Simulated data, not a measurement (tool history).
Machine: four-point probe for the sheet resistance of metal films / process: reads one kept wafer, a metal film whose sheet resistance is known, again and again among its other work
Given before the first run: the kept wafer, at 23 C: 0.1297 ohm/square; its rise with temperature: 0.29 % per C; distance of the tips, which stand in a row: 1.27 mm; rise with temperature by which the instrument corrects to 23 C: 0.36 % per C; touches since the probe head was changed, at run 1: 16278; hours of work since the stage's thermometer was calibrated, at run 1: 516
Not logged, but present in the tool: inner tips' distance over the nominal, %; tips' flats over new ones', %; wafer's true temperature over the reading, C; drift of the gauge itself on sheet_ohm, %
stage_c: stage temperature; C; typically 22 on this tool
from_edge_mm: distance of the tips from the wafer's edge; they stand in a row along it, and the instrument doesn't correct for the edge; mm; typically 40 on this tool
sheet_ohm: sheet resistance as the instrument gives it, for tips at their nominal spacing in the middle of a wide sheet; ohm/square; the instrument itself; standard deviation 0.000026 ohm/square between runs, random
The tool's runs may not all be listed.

run	hour	stage_c	from_edge_mm	touches since the probe head was changed	hours of work since the stage's thermometer was calibrated	sheet_ohm
1	0	22	40	16278	516	0.129476
2	9.6	22	72	16501	520	0.129389
3	28.3	22	20	16931	528	0.129677
4	49.5	22	20	17421	538	0.12974
5	72.1	22	16	17945	548	0.12984
6	85.5	22	16	18253	554	0.129788
7	97.4	22	16	18530	559	0.129877
8	121.3	22	40	19081	570	0.129477
# hour 123.8: stage's thermometer calibrated
9	136.5	22	40	19421	6	0.129451
10	157.2	26	5	19900	15	0.133391
11	170.4	26	5	20205	21	0.133382
12	191	31	12	20680	30	0.129352
13	200.6	18	12	20903	34	0.130567
# hour 206.7: stage's thermometer calibrated, once more
14	213.9	34	35	21199	3	0.128372
15	234.5	34	47	21675	12	0.12834
16	253.6	26	45	22115	21	0.12901

Forecast each of these 4 alternatives for the next run:
A	266.1	29	40	22405	26	?
B	266.1	34	4	22405	26	?
C	266.1	21	40	22405	26	?
D	266.1	26	6	22405	26	?

run	sheet_ohm
A	0.128778
B	0.134892
C	0.129491
D	0.132032
The same runs, with their run-to-run variation unchanged, on a tool lacking any hidden condition would have given:
run	sheet_ohm
A	0.129252
B	0.135387
C	0.129968
D	0.132517
